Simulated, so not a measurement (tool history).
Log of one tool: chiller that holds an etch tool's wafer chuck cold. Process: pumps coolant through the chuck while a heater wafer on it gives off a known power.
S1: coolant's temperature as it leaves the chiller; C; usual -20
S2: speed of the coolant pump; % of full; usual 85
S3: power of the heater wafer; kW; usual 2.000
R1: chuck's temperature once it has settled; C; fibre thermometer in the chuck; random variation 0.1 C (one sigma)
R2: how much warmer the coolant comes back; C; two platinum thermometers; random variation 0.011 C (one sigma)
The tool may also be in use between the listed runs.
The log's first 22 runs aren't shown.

Run 23, hour 1565.0: usual settings but S1 -25 C, S2 65 % of full, S3 1.156 kW. Result: R1 -16.7 C, R2 2.90 C.
At hour 1635.9: gauge calibrated.
Run 24, hour 1647.4: usual settings but S1 -22 C, S2 65 % of full, S3 1.573 kW. Result: R1 -10.7 C, R2 4.21 C.
Run 25, hour 1695.5: usual settings but S1 -15 C, S2 70 % of full, S3 2.413 kW. Result: R1 1.5 C, R2 5.94 C.
Run 26, hour 1789.4: usual settings but S2 72 % of full. Result: R1 -6.8 C, R2 4.74 C.
At hour 1798.4: chiller's thermometer calibrated.
Run 27, hour 1882.2: usual settings but S2 72 % of full. Result: R1 -6.9 C, R2 4.76 C.
Run 28, hour 1941.2: usual settings but S1 -22 C, S2 78 % of full, S3 2.600 kW. Result: R1 -6.1 C, R2 5.63 C.
Run 29, hour 2022.0: usual settings but S1 -19 C. Result: R1 -7.6 C, R2 3.89 C.
Run 30, hour 2076.0: usual settings but S1 -19 C, S2 73 % of full, S3 2.116 kW. Result: R1 -5.3 C, R2 4.91 C.

Forecast each of these 4 alternatives for the next run:
Run A, hour 2117.5: usual settings but S1 -23 C, S2 86 % of full, S3 1.249 kW. Result: R1 ?, R2 ?.
Run B, hour 2117.5: usual settings but S1 -25 C, S2 62 % of full, S3 2.008 kW. Result: R1 ?, R2 ?.
Run C, hour 2117.5: usual settings but S1 -12 C, S2 91 % of full, S3 1.476 kW. Result: R1 ?, R2 ?.
Run D, hour 2117.5: usual settings but S1 -16 C, S2 68 % of full, S3 1.094 kW. Result: R1 ?, R2 ?.

run     R1    R2
  A  -16.0  2.39
  B  -10.2  5.63
  C   -3.9  2.64
  D   -8.3  2.73
Without the tool's hidden state the same runs would have given:
run     R1    R2
  A  -16.1  2.44
  B  -10.2  5.68
  C   -3.9  2.69
  D   -8.3  2.79
